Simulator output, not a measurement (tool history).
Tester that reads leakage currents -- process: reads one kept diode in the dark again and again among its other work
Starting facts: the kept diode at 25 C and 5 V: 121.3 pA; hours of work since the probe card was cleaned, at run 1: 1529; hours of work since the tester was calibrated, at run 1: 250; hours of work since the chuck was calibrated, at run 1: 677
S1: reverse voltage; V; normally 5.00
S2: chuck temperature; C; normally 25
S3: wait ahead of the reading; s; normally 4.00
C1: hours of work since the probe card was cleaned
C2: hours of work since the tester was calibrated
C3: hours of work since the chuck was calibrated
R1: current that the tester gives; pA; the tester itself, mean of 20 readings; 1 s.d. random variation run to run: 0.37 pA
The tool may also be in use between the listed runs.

run      day     S1  S2    S3    C1    C2   C3       R1
  1    0.000   5.00  25  4.00  1529   250  677   114.40
  2    2.950   5.00  25  4.00  1564   285  712   113.64
  3    7.129   5.00  25  4.00  1614   335  762   113.50
       8.200  -- chuck's temperature calibrated
  4   11.562   1.04  25  4.00  1666   387   40    67.30
      12.167  -- probe card cleaned and baked
  5   15.642   1.04  25  4.00    41   434   87    64.99
  6   18.700   1.04  42  4.00    78   471  124   282.18
  7   22.383   1.56  42  4.00   122   515  168   328.71
  8   25.312   1.56  42  4.00   157   550  203   326.85
  9   29.988   5.00  59  4.00   213   605  258  1934.13
 10   32.833   5.00  59  4.00   246   639  292  1924.28
 11   36.158   5.00  60  4.00   286   679  332  2066.70
 12   39.175   5.00  60  4.00   322   715  368  2050.58
 13   43.221   5.00  25  1.60   370   763  416   115.15
 14   46.075   5.00  25  1.60   404   797  450   113.78
 15   48.538   5.00  25  1.60   434   827  480   113.93
 16   52.429   5.00  25  1.60   480   873  526   112.84
 17   56.367   5.00  33  4.00   527   920  573   224.76
 18   59.004   2.50  25  4.00   559   951  604    83.57
 19   61.296   5.00  25  4.00   586   979  632   110.92
 20   63.771   5.00  25  4.00   615  1008  661   110.34
 21   67.246   5.00  25  4.00   657  1050  703   109.55
 22   71.388   5.98  25  1.09   706  1099  752   117.61
      73.442  -- chuck's temperature calibrated
 23   75.000   5.00  39  2.47   748  1141   19   412.67
 24   77.217   5.00  25  5.94   775  1168   45   122.78
 25   82.092   5.56  57  4.00   833  1226  103  1765.24
 26   87.412   7.53  57  4.95   896  1289  167  1968.60
 27   92.592  11.40  21  4.53   958  1351  228   120.95
 28   96.179  11.40  21  3.02  1001  1394  271   121.59
 29   99.700   9.33  21  3.02  1043  1436  313   110.09
 30  101.908   9.33  21  3.02  1069  1462  339   110.00
 31  106.254   9.33  21  3.02  1121  1514  391   109.02
 32  110.146   2.15  48  7.58  1168  1560  438   569.31
 33  112.783   1.13  55  1.46  1199  1592  469   759.16
 34  117.338   1.57  25  4.00  1253  1646  524    70.25
 35  121.371   5.00  23  4.00  1301  1694  572    95.08
 36  124.096   1.60  59  1.83  1334  1727  604  1147.20
 37  127.950   1.60  59  1.83  1380  1773  650  1143.91
 38  132.692   1.60  59  1.83  1436  1829  707  1132.90

For each entry between runs, how does the tool's hidden state at the last listed run before it compare with that at the first listed run after it?
From run 3 to run 4: chuck's temperature calibrated (day 8.200)
  stray current of the dirty probe card, pA a volt: 1.766 -> 1.829; current scale over the true one, %: -0.26 -> -0.28; true chuck temperature over the reading, C: -1.62 -> -0.03
  measured less the result without the state, R1: -8.53 -> +1.50 pA
From run 4 to run 5: probe card cleaned and baked (day 12.167)
  stray current of the dirty probe card, pA a volt: 1.829 -> 0.074; current scale over the true one, %: -0.28 -> -0.3; true chuck temperature over the reading, C: -0.03 -> -0.13
  measured less the result without the state, R1: +1.50 -> -0.92 pA
From run 22 to run 23: chuck's temperature calibrated (day 73.442)
  stray current of the dirty probe card, pA a volt: 0.848 -> 0.899; current scale over the true one, %: -0.59 -> -0.61; true chuck temperature over the reading, C: -1.59 -> -0.18
  measured less the result without the state, R1: -13.53 -> -4.51 pA
